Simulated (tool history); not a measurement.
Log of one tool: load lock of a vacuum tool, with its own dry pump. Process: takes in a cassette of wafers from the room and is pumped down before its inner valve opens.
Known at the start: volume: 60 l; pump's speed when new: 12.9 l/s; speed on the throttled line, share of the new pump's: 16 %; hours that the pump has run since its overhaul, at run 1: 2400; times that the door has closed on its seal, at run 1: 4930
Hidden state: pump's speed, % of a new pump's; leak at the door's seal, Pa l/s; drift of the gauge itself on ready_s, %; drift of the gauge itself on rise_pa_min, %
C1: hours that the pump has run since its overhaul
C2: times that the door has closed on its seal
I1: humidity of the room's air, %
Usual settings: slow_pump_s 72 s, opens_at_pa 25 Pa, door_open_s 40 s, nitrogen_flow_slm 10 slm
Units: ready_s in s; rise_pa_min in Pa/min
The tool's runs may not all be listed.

run 1 hour=0 | slow_pump_s=72 opens_at_pa=25 door_open_s=40 nitrogen_flow_slm=10 | C1=2400 C2=4930 | I1=42.8 | ready_s=99.6 rise_pa_min=0.056
run 2 hour=367.1 | slow_pump_s=72 opens_at_pa=25 door_open_s=26 nitrogen_flow_slm=10 | C1=2767 C2=6333 | I1=43.3 | ready_s=100.2 rise_pa_min=0.055
run 3 hour=727.1 | slow_pump_s=72 opens_at_pa=25 door_open_s=26 nitrogen_flow_slm=10 | C1=3127 C2=7709 | I1=45.2 | ready_s=99.7 rise_pa_min=0.062
run 4 hour=1133.7 | slow_pump_s=72 opens_at_pa=25 door_open_s=26 nitrogen_flow_slm=10 | C1=3534 C2=9263 | I1=43.7 | ready_s=100.7 rise_pa_min=0.076
run 5 hour=1407.7 | slow_pump_s=72 opens_at_pa=25 door_open_s=26 nitrogen_flow_slm=10 | C1=3808 C2=10310 | I1=46.1 | ready_s=100.1 rise_pa_min=0.091
run 6 hour=1677.5 | slow_pump_s=72 opens_at_pa=25 door_open_s=40 nitrogen_flow_slm=10 | C1=4078 C2=11341 | I1=43.1 | ready_s=100 rise_pa_min=0.107
run 7 hour=1977.5 | slow_pump_s=72 opens_at_pa=25 door_open_s=40 nitrogen_flow_slm=10 | C1=4378 C2=12487 | I1=43.1 | ready_s=100.3 rise_pa_min=0.12
run 8 hour=2372.3 | slow_pump_s=133 opens_at_pa=25 door_open_s=40 nitrogen_flow_slm=10 | C1=4772 C2=13996 | I1=47 | ready_s=151.9 rise_pa_min=0.135
run 9 hour=2674.1 | slow_pump_s=133 opens_at_pa=25 door_open_s=40 nitrogen_flow_slm=10 | C1=5074 C2=15149 | I1=45.7 | ready_s=151.4 rise_pa_min=0.146
run 10 hour=3012.1 | slow_pump_s=72 opens_at_pa=25 door_open_s=40 nitrogen_flow_slm=10 | C1=5412 C2=16441 | I1=45.4 | ready_s=101.2 rise_pa_min=0.162
run 11 hour=3295.5 | slow_pump_s=72 opens_at_pa=25 door_open_s=40 nitrogen_flow_slm=10 | C1=5696 C2=17524 | I1=45.6 | ready_s=102.1 rise_pa_min=0.174
run 12 hour=3511.4 | slow_pump_s=72 opens_at_pa=25 door_open_s=40 nitrogen_flow_slm=10 | C1=5911 C2=18349 | I1=49 | ready_s=99.9 rise_pa_min=0.183
run 13 hour=3818.3 | slow_pump_s=72 opens_at_pa=25 door_open_s=40 nitrogen_flow_slm=10 | C1=6218 C2=19521 | I1=42.2 | ready_s=100.8 rise_pa_min=0.196
run 14 hour=4053.6 | slow_pump_s=72 opens_at_pa=25 door_open_s=40 nitrogen_flow_slm=10 | C1=6454 C2=20421 | I1=45 | ready_s=102.9 rise_pa_min=0.207
run 15 hour=4443.5 | slow_pump_s=72 opens_at_pa=25 door_open_s=40 nitrogen_flow_slm=10 | C1=6844 C2=21911 | I1=45 | ready_s=101.6 rise_pa_min=0.228
run 16 hour=4712.4 | slow_pump_s=72 opens_at_pa=25 door_open_s=40 nitrogen_flow_slm=10 | C1=7112 C2=22938 | I1=47 | ready_s=101 rise_pa_min=0.245
run 17 hour=5071.2 | slow_pump_s=72 opens_at_pa=25 door_open_s=40 nitrogen_flow_slm=10 | C1=7471 C2=24309 | I1=43.9 | ready_s=101.5 rise_pa_min=0.269
run 18 hour=5317.9 | slow_pump_s=72 opens_at_pa=25 door_open_s=40 nitrogen_flow_slm=10 | C1=7718 C2=25252 | I1=41.2 | ready_s=101.6 rise_pa_min=0.274
run 19 hour=5613.3 | slow_pump_s=45 opens_at_pa=25 door_open_s=40 nitrogen_flow_slm=10 | C1=8013 C2=26381 | I1=46.1 | ready_s=78.5 rise_pa_min=0.305
run 20 hour=6018.9 | slow_pump_s=90 opens_at_pa=32 door_open_s=40 nitrogen_flow_slm=10 | C1=8419 C2=27931 | I1=43 | ready_s=114.4 rise_pa_min=0.324
run 21 hour=6385.2 | slow_pump_s=90 opens_at_pa=32 door_open_s=40 nitrogen_flow_slm=10 | C1=8785 C2=29330 | I1=42.4 | ready_s=116.2 rise_pa_min=0.352
run 22 hour=6667.5 | slow_pump_s=90 opens_at_pa=46 door_open_s=40 nitrogen_flow_slm=10 | C1=9068 C2=30409 | I1=43 | ready_s=112.5 rise_pa_min=0.379
run 23 hour=6850.8 | slow_pump_s=90 opens_at_pa=46 door_open_s=160 nitrogen_flow_slm=4 | C1=9251 C2=31110 | I1=43.4 | ready_s=113.9 rise_pa_min=0.475

Forecast run 24:
run 24 hour=7122.9 | slow_pump_s=76 opens_at_pa=46 door_open_s=160 nitrogen_flow_slm=11 | C1=9523 C2=32150 | I1=46.5 | ready_s=? rise_pa_min=?

Run 24 gave ready_s 102.1 s, rise_pa_min 0.472 Pa/min.
Without the tool's hidden state the same run would have given ready_s 99.8 s, rise_pa_min 0.108 Pa/min.
